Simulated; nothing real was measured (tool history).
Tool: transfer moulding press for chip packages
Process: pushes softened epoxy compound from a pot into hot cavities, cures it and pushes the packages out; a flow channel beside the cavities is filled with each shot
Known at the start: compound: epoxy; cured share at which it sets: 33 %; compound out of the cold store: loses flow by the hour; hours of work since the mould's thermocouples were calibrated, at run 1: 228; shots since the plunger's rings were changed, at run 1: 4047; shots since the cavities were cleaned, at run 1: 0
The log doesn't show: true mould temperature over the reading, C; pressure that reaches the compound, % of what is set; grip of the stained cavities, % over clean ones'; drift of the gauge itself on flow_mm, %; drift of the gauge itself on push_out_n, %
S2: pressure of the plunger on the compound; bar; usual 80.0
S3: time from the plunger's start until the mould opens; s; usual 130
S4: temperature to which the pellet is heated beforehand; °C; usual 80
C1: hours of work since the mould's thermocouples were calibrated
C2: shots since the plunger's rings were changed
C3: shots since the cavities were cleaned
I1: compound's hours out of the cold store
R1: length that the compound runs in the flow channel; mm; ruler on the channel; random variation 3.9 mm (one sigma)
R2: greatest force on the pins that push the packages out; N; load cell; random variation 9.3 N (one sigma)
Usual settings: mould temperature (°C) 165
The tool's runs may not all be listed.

Run 1, day 0.000: usual settings; C1 228; C2 4047; C3 0; I1 36.9. Result: R1 658 mm, R2 417 N.
At day 0.308: plunger's sealing rings changed.
Run 2, day 0.492: usual settings; C1 233; C2 35; C3 74; I1 27.1. Result: R1 718 mm, R2 442 N.
Run 3, day 0.892: usual settings but S4 72 °C; C1 238; C2 112; C3 151; I1 34.6. Result: R1 696 mm, R2 473 N.
Run 4, day 1.146: usual settings; C1 241; C2 161; C3 200; I1 29.4. Result: R1 707 mm, R2 486 N.
Run 5, day 1.362: usual settings; C1 244; C2 202; C3 241; I1 38.6. Result: R1 685 mm, R2 503 N.
Run 6, day 1.888: usual settings; C1 251; C2 303; C3 342; I1 10.6. Result: R1 764 mm, R2 531 N.
Run 7, day 2.350: usual settings; C1 257; C2 392; C3 431; I1 47.6. Result: R1 655 mm, R2 530 N.
Run 8, day 2.725: usual settings; C1 262; C2 464; C3 503; I1 26.1. Result: R1 721 mm, R2 562 N.
Run 9, day 3.192: usual settings but S3 131 s; C1 268; C2 554; C3 593; I1 10.2. Result: R1 771 mm, R2 575 N.
Run 10, day 3.608: usual settings but S3 131 s; C1 273; C2 634; C3 673; I1 45.6. Result: R1 657 mm, R2 585 N.
Run 11, day 3.938: usual settings; C1 278; C2 697; C3 736; I1 10.3. Result: R1 770 mm, R2 578 N.
At day 4.192: cavities cleaned with cleaning compound and waxed.
Run 12, day 4.275: usual settings; C1 281; C2 750; C3 16; I1 47.6. Result: R1 646 mm, R2 420 N.
Run 13, day 4.700: usual settings but S3 158 s; C1 287; C2 831; C3 97; I1 15.7. Result: R1 756 mm, R2 413 N.
Run 14, day 5.171: usual settings; C1 293; C2 923; C3 189; I1 22.3. Result: R1 731 mm, R2 488 N.
Run 15, day 5.521: usual settings; C1 297; C2 989; C3 255; I1 37.5. Result: R1 675 mm, R2 508 N.
Run 16, day 5.929: usual settings but S2 60.8 bar, S3 158 s; C1 303; C2 1068; C3 334; I1 31.4. Result: R1 608 mm, R2 473 N.
Run 17, day 6.262: usual settings but S2 60.8 bar, S3 158 s; C1 307; C2 1132; C3 398; I1 18.5. Result: R1 643 mm, R2 501 N.
Run 18, day 6.521: usual settings but mould temperature (°C) 170, S2 94.4 bar, S3 158 s, S4 88 °C; C1 310; C2 1182; C3 448; I1 21.0. Result: R1 773 mm, R2 489 N.
Run 19, day 6.767: usual settings but mould temperature (°C) 170, S2 94.4 bar, S3 139 s, S4 88 °C; C1 314; C2 1229; C3 495; I1 43.9. Result: R1 703 mm, R2 516 N.
Run 20, day 7.196: usual settings but mould temperature (°C) 163, S2 61.8 bar, S3 134 s, S4 86 °C; C1 319; C2 1311; C3 577; I1 40.7. Result: R1 594 mm, R2 575 N.
Run 21, day 7.617: usual settings but mould temperature (°C) 163, S2 64.2 bar, S3 134 s, S4 86 °C; C1 325; C2 1392; C3 658; I1 15.4. Result: R1 678 mm, R2 608 N.
At day 8.046: mould's thermocouples calibrated.
Run 22, day 8.150: usual settings but mould temperature (°C) 163, S2 64.2 bar, S3 134 s, S4 71 °C; C1 1; C2 1478; C3 744; I1 37.9. Result: R1 610 mm, R2 643 N.
At day 8.392: cavities cleaned with cleaning compound and waxed.
Run 23, day 8.617: usual settings but mould temperature (°C) 160, S2 68.2 bar, S3 116 s, S4 70 °C; C1 7; C2 1556; C3 43; I1 10.7. Result: R1 719 mm, R2 726 N.
Run 24, day 9.108: usual settings but mould temperature (°C) 158, S2 70.1 bar, S3 116 s, S4 70 °C; C1 13; C2 1651; C3 138; I1 23.4. Result: R1 693 mm, R2 897 N.
Run 25, day 9.546: usual settings but mould temperature (°C) 158, S2 70.1 bar, S3 116 s, S4 70 °C; C1 19; C2 1735; C3 222; I1 24.6. Result: R1 682 mm, R2 976 N.
Run 26, day 9.888: usual settings but mould temperature (°C) 164; C1 23; C2 1801; C3 288; I1 23.1. Result: R1 714 mm, R2 553 N.
Run 27, day 10.371: usual settings but mould temperature (°C) 162, S2 87.4 bar, S3 117 s, S4 88 °C; C1 29; C2 1893; C3 380; I1 19.1. Result: R1 775 mm, R2 735 N.
Run 28, day 10.842: usual settings but mould temperature (°C) 162, S2 87.4 bar, S3 117 s, S4 88 °C; C1 35; C2 1984; C3 471; I1 13.4. Result: R1 801 mm, R2 767 N.
Run 29, day 11.204: usual settings but mould temperature (°C) 162, S2 87.4 bar, S3 117 s, S4 88 °C; C1 40; C2 2054; C3 541; I1 42.6. Result: R1 701 mm, R2 744 N.
Run 30, day 11.646: usual settings but mould temperature (°C) 161, S2 92.1 bar, S3 122 s, S4 73 °C; C1 46; C2 2138; C3 625; I1 8.9. Result: R1 834 mm, R2 825 N.

3 ways to go on from here, each from the tool as it stands after run 30. What would each give?
Run A, day 11.925: usual settings but mould temperature (°C) 160, S2 92.1 bar, S3 113 s, S4 72 °C; C1 50; C2 2192; C3 679; I1 45.2. Result: R1 ?, R2 ?.
Run B, day 11.925: usual settings but mould temperature (°C) 161, S2 73.8 bar, S3 129 s, S4 83 °C; C1 50; C2 2192; C3 679; I1 39.2. Result: R1 ?, R2 ?.
Run C, day 11.925: usual settings but S2 88.4 bar; C1 50; C2 2192; C3 679; I1 40.4. Result: R1 ?, R2 ?.

run   R1   R2
  A  717  938
  B  657  686
  C  695  584
Without the tool's hidden state the same runs would have given:
run   R1   R2
  A  734  668
  B  672  485
  C  711  414
